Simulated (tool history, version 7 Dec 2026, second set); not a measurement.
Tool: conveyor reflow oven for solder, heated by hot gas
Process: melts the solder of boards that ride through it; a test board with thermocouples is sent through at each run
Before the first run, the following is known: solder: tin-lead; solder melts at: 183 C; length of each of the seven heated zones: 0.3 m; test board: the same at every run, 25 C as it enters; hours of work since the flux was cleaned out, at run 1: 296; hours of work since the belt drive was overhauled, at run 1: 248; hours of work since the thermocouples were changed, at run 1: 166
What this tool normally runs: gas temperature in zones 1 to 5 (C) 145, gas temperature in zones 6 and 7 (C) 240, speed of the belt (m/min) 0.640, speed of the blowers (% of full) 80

run     day  gas temperature in zones 1 to 5 (C)  gas temperature in zones 6 and 7 (C)  speed of the belt (m/min)  speed of the blowers (% of full)  hours of work since the flux was cleaned out  hours of work since the belt drive was overhauled  hours of work since the thermocouples were changed  highest temperature of the board (C)  time above the solder's melting point (s)
  1   0.000                                  145                                   240                      0.640                                80                                           296                                                248                                                 166                                 224.2                                      47.46
  2   1.696                                  145                                   240                      0.640                                80                                           326                                                278                                                 196                                 224.0                                      47.45
  3   3.425                                  145                                   240                      0.640                                80                                           356                                                308                                                 226                                 223.7                                      47.35
  4   4.812                                  145                                   240                      0.640                                80                                           381                                                333                                                 250                                 223.9                                      47.32
      5.979  -- flux residue cleaned out of gas plates and filters
  5   6.017                                  145                                   240                      0.640                                80                                             1                                                350                                                 268                                 226.6                                      48.67
  6   6.842                                  145                                   240                      0.640                                80                                            15                                                365                                                 282                                 226.6                                      48.90
  7   8.288                                  158                                   247                      0.620                                80                                            41                                                390                                                 308                                 235.4                                      57.62
  8  10.125                                  145                                   240                      0.549                                80                                            73                                                422                                                 340                                 230.6                                      59.03
  9  10.921                                  145                                   240                      0.741                                52                                            87                                                437                                                 354                                 213.4                                      34.85

What does the tool deliver on the next run?
 10  11.696                                  159                                   240                      0.741                                52                                           101                                                450                                                 368                                     ?                                          ?

highest temperature of the board (C): 217.2
time above the solder's melting point (s): 40.84
Minus the tool's unlogged condition, the same run would have read highest temperature of the board (C) 216.7, time above the solder's melting point (s) 40.45.
